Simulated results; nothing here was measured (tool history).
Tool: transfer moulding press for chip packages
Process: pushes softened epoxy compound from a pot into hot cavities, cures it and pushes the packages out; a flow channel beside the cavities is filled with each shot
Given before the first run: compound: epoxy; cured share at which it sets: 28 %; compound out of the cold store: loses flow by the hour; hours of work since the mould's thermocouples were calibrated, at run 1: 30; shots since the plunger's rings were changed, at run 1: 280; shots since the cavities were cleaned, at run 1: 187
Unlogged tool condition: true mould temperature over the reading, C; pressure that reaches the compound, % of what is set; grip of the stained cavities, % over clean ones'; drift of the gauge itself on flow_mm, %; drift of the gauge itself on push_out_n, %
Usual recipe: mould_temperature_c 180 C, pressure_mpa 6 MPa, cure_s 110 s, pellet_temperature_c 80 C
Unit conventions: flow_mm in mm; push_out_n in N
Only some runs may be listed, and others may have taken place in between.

run	hour	mould_temperature_c	pressure_mpa	cure_s	pellet_temperature_c	hours of work since the mould's thermocouples were calibrated	shots since the plunger's rings were changed	shots since the cavities were cleaned	incoming compound's hours out of the cold store	flow_mm	push_out_n
1	0	180	6	110	80	30	280	187	16.3	629	378
2	7	180	6	110	80	33	327	234	39.1	547	387
3	12.7	180	6	110	80	35	366	273	32.8	569	404
4	19.5	180	6	110	80	38	412	319	23.3	605	403
5	25.2	177	6	110	80	40	451	358	8.4	669	498
6	29	177	6	110	80	42	477	384	21.6	608	489
7	36.9	180	6	110	80	45	531	438	9.1	659	476
# hour 41.5: cavities cleaned with cleaning compound and waxed
8	47.4	180	6	110	80	49	592	40	34.9	555	464
9	51.4	180	6	110	80	51	619	67	28.7	584	512
10	57.5	180	6	110	80	54	661	109	15.8	631	499
# hour 64.8: cavities cleaned with cleaning compound and waxed, once more
11	67.5	180	6	110	80	57	718	18	46	519	278
12	71.8	180	6	110	80	59	748	48	43.8	522	302
13	76.7	180	6	110	80	61	781	81	45.3	527	312
14	82.3	180	6.52	134	70	63	819	119	41	559	295
15	88.6	180	6	110	87	66	862	162	20.2	608	359
16	94.3	180	6.74	110	75	69	901	201	16	669	375
17	100	180	5.1	123	80	71	940	240	43.8	486	346
18	105.5	180	5.1	123	80	73	977	277	23.6	546	365
19	110.2	180	6	90	80	75	1009	309	18.8	617	624
20	115.5	180	6	98	78	78	1045	345	8.4	657	535
21	122.1	172	6	110	80	81	1090	390	47.6	514	586
22	127.5	187	6	110	85	83	1127	427	18	603	391
# hour 133.9: cavities cleaned with cleaning compound and waxed
23	133.9	187	6.62	110	86	85	1160	0	35.6	561	243
24	141.8	187	6.62	110	86	88	1214	54	19.3	639	274

What does the tool deliver on the next run?
25	148.2	187	6.62	110	86	91	1257	97	42.7	?	?

Run 25 measured flow_mm 545 mm, push_out_n 285 N.
Without the tool's hidden state the same run would have given flow_mm 556 mm, push_out_n 235 N.

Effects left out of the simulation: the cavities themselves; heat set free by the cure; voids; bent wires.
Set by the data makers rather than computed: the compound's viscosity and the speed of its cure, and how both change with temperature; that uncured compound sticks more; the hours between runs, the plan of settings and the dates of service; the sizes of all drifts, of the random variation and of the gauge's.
